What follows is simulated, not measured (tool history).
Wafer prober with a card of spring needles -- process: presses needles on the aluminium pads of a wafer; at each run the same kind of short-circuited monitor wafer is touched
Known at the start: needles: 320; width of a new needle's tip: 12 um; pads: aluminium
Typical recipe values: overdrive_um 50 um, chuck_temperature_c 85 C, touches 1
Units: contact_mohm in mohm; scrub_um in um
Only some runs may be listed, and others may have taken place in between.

| run | hour | overdrive_um | chuck_temperature_c | touches | contact_mohm | scrub_um |
|---|---|---|---|---|---|---|
| 1 | 0 | 50 | 85 | 1 | 207 | 8.35 |
|  | 4.2 | tips cleaned on abrasive film |
|  | 9.7 | tips cleaned on abrasive film |
|  | 15.3 | tips cleaned on abrasive film |
|  | 20.8 | tips cleaned on abrasive film |
|  | 27.8 | tips cleaned on abrasive film |
|  | 33.3 | tips cleaned on abrasive film |
|  | 38.9 | tips cleaned on abrasive film |
|  | 44.4 | tips cleaned on abrasive film |
|  | 51.3 | tips cleaned on abrasive film |
|  | 56.9 | tips cleaned on abrasive film |
| 2 | 57.8 | 50 | 112 | 1 | 190 | 8.19 |
|  | 63.3 | tips cleaned on abrasive film |
|  | 68.9 | tips cleaned on abrasive film |
|  | 74.4 | tips cleaned on abrasive film |
|  | 81.3 | tips cleaned on abrasive film |
|  | 86.9 | tips cleaned on abrasive film |
|  | 93.8 | tips cleaned on abrasive film |
|  | 99.3 | tips cleaned on abrasive film |
|  | 106.3 | tips cleaned on abrasive film |
|  | 113.2 | tips cleaned on abrasive film |
|  | 118.7 | tips cleaned on abrasive film |
|  | 124.3 | tips cleaned on abrasive film |
|  | 129.8 | tips cleaned on abrasive film |
|  | 135.4 | tips cleaned on abrasive film |
|  | 140.9 | tips cleaned on abrasive film |
|  | 146.5 | tips cleaned on abrasive film |
|  | 152 | tips cleaned on abrasive film |
| 3 | 155.5 | 50 | 85 | 1 | 237 | 8.04 |
|  | 158.3 | tips cleaned on abrasive film |
|  | 165.2 | tips cleaned on abrasive film |
|  | 172.1 | tips cleaned on abrasive film |
|  | 177.7 | tips cleaned on abrasive film |
|  | 183.2 | tips cleaned on abrasive film |
|  | 188.8 | tips cleaned on abrasive film |
|  | 194.3 | tips cleaned on abrasive film |
|  | 199.9 | tips cleaned on abrasive film |
|  | 205.4 | tips cleaned on abrasive film |
|  | 207.1 | height of the first contact set anew |
|  | 211.3 | tips cleaned on abrasive film |
|  | 218.2 | tips cleaned on abrasive film |
|  | 223.7 | tips cleaned on abrasive film |
|  | 229.3 | tips cleaned on abrasive film |
|  | 234.8 | tips cleaned on abrasive film |
|  | 241.7 | tips cleaned on abrasive film |
|  | 247.3 | tips cleaned on abrasive film |
| 4 | 252.5 | 50 | 85 | 1 | 264 | 8.34 |
|  | 254 | tips cleaned on abrasive film |
|  | 259.5 | tips cleaned on abrasive film |
|  | 265.1 | tips cleaned on abrasive film |
|  | 270.6 | tips cleaned on abrasive film |
|  | 276.2 | tips cleaned on abrasive film |
|  | 283.1 | tips cleaned on abrasive film |
|  | 288.7 | tips cleaned on abrasive film |
|  | 294.2 | tips cleaned on abrasive film |
|  | 299.8 | tips cleaned on abrasive film |
|  | 306.7 | tips cleaned on abrasive film |
|  | 313.6 | tips cleaned on abrasive film |
| 5 | 314.7 | 50 | 85 | 1 | 198 | 8.17 |
|  | 320.3 | tips cleaned on abrasive film |
|  | 325.8 | tips cleaned on abrasive film |
|  | 331.4 | tips cleaned on abrasive film |
|  | 338.3 | tips cleaned on abrasive film |
|  | 343.8 | tips cleaned on abrasive film |
|  | 350.7 | tips cleaned on abrasive film |
|  | 356.3 | tips cleaned on abrasive film |
|  | 361.8 | tips cleaned on abrasive film |
| 6 | 366.8 | 50 | 85 | 1 | 274 | 8.1 |
|  | 368.3 | tips cleaned on abrasive film |
|  | 373.8 | tips cleaned on abrasive film |
|  | 379.4 | tips cleaned on abrasive film |
|  | 384.9 | tips cleaned on abrasive film |
|  | 391.9 | tips cleaned on abrasive film |
|  | 398.8 | tips cleaned on abrasive film |
|  | 404.3 | tips cleaned on abrasive film |
|  | 409.9 | tips cleaned on abrasive film |
|  | 416.8 | tips cleaned on abrasive film |
|  | 423.7 | tips cleaned on abrasive film |
|  | 430.6 | tips cleaned on abrasive film |
|  | 436.2 | tips cleaned on abrasive film |
|  | 441.7 | tips cleaned on abrasive film |
|  | 444.7 | height of the first contact set anew |
|  | 447.6 | tips cleaned on abrasive film |
|  | 453.1 | tips cleaned on abrasive film |
|  | 460 | tips cleaned on abrasive film |
| 7 | 460.8 | 50 | 85 | 1 | 192 | 8.4 |
|  | 466.4 | tips cleaned on abrasive film |
|  | 471.9 | tips cleaned on abrasive film |
|  | 477.5 | tips cleaned on abrasive film |
|  | 483 | tips cleaned on abrasive film |
|  | 488.6 | tips cleaned on abrasive film |
|  | 494.1 | tips cleaned on abrasive film |
|  | 501 | tips cleaned on abrasive film |
|  | 506.6 | tips cleaned on abrasive film |
|  | 512.1 | tips cleaned on abrasive film |
|  | 517.7 | tips cleaned on abrasive film |
|  | 523.2 | tips cleaned on abrasive film |
| 8 | 527.9 | 58 | 85 | 1 | 244 | 9.57 |
|  | 529.3 | tips cleaned on abrasive film |
|  | 534.9 | tips cleaned on abrasive film |
|  | 540.4 | tips cleaned on abrasive film |
|  | 546 | tips cleaned on abrasive film |
|  | 552.9 | tips cleaned on abrasive film |
|  | 558.4 | tips cleaned on abrasive film |
|  | 564 | tips cleaned on abrasive film |
|  | 570.9 | tips cleaned on abrasive film |
|  | 576.5 | tips cleaned on abrasive film |
| 9 | 581.2 | 58 | 85 | 1 | 247 | 9.49 |
|  | 582.7 | tips cleaned on abrasive film |
|  | 589.6 | tips cleaned on abrasive film |
|  | 595.2 | tips cleaned on abrasive film |
|  | 600.7 | tips cleaned on abrasive film |
|  | 606.3 | tips cleaned on abrasive film |
|  | 611.8 | tips cleaned on abrasive film |
|  | 618.7 | tips cleaned on abrasive film |
|  | 625.6 | tips cleaned on abrasive film |
|  | 632.5 | tips cleaned on abrasive film |
|  | 639.5 | tips cleaned on abrasive film |
|  | 645 | tips cleaned on abrasive film |
|  | 650.6 | tips cleaned on abrasive film |
| 10 | 654.2 | 58 | 85 | 1 | 249 | 9.38 |
|  | 657 | tips cleaned on abrasive film |
|  | 662.6 | tips cleaned on abrasive film |
|  | 668.1 | tips cleaned on abrasive film |
|  | 675.1 | tips cleaned on abrasive film |
|  | 680.6 | tips cleaned on abrasive film |
|  | 683.6 | height of the first contact set anew |
|  | 687.8 | tips cleaned on abrasive film |
|  | 694.7 | tips cleaned on abrasive film |
|  | 701.6 | tips cleaned on abrasive film |
|  | 707.2 | tips cleaned on abrasive film |
|  | 712.7 | tips cleaned on abrasive film |
|  | 724.7 | card fitted with new needles |
|  | 731.6 | tips cleaned on abrasive film |
|  | 737.2 | tips cleaned on abrasive film |
|  | 744.1 | tips cleaned on abrasive film |
| 11 | 746.9 | 58 | 101 | 1 | 183 | 9.72 |
|  | 749.7 | tips cleaned on abrasive film |
|  | 755.3 | tips cleaned on abrasive film |
|  | 760.8 | tips cleaned on abrasive film |
|  | 766.4 | tips cleaned on abrasive film |
|  | 771.9 | tips cleaned on abrasive film |
|  | 777.5 | tips cleaned on abrasive film |
|  | 783 | tips cleaned on abrasive film |
|  | 789.9 | tips cleaned on abrasive film |
| 12 | 791.1 | 58 | 101 | 1 | 171 | 9.57 |
|  | 796.6 | tips cleaned on abrasive film |
|  | 802.2 | tips cleaned on abrasive film |
|  | 807.7 | tips cleaned on abrasive film |
|  | 814.6 | tips cleaned on abrasive film |
|  | 821.5 | tips cleaned on abrasive film |
|  | 827.1 | tips cleaned on abrasive film |
|  | 832.6 | tips cleaned on abrasive film |
|  | 838.2 | tips cleaned on abrasive film |
|  | 845.1 | tips cleaned on abrasive film |
| 13 | 849.6 | 58 | 101 | 1 | 196 | 9.5 |
|  | 851.1 | tips cleaned on abrasive film |
|  | 856.6 | tips cleaned on abrasive film |
|  | 863.5 | tips cleaned on abrasive film |
|  | 870.4 | tips cleaned on abrasive film |
|  | 877.4 | tips cleaned on abrasive film |
|  | 884.3 | tips cleaned on abrasive film |
|  | 889.8 | tips cleaned on abrasive film |
|  | 896.7 | tips cleaned on abrasive film |
|  | 902.3 | tips cleaned on abrasive film |
|  | 907.8 | tips cleaned on abrasive film |
|  | 913.4 | tips cleaned on abrasive film |
|  | 918.9 | tips cleaned on abrasive film |
|  | 925.8 | tips cleaned on abrasive film |
|  | 932.8 | tips cleaned on abrasive film |
| 14 | 933.7 | 59 | 101 | 1 | 175 | 9.5 |
|  | 939.3 | tips cleaned on abrasive film |
|  | 944.8 | tips cleaned on abrasive film |
|  | 951.8 | tips cleaned on abrasive film |
|  | 958.7 | tips cleaned on abrasive film |
|  | 963.1 | height of the first contact set anew |
|  | 965.9 | tips cleaned on abrasive film |
|  | 972.8 | tips cleaned on abrasive film |
|  | 978.3 | tips cleaned on abrasive film |
| 15 | 983.6 | 59 | 101 | 1 | 202 | 9.9 |

Results per run with the tool's hidden condition removed, run-to-run variation unchanged:
Hidden state at play: debris on the tips, nm; way that the needles fall short of the set height, um; tips' diameter, um; drift of the gauge itself on contact_mohm, %; drift of the gauge itself on scrub_um, %.
| run | contact_mohm | scrub_um |
|---|---|---|
| 1 | 157 | 8.42 |
| 2 | 159 | 8.38 |
| 3 | 154 | 8.42 |
| 4 | 157 | 8.43 |
| 5 | 155 | 8.4 |
| 6 | 154 | 8.43 |
| 7 | 156 | 8.44 |
| 8 | 154 | 9.74 |
| 9 | 153 | 9.79 |
| 10 | 154 | 9.81 |
| 11 | 157 | 9.76 |
| 12 | 155 | 9.72 |
| 13 | 155 | 9.77 |
| 14 | 157 | 9.96 |
| 15 | 157 | 9.94 |
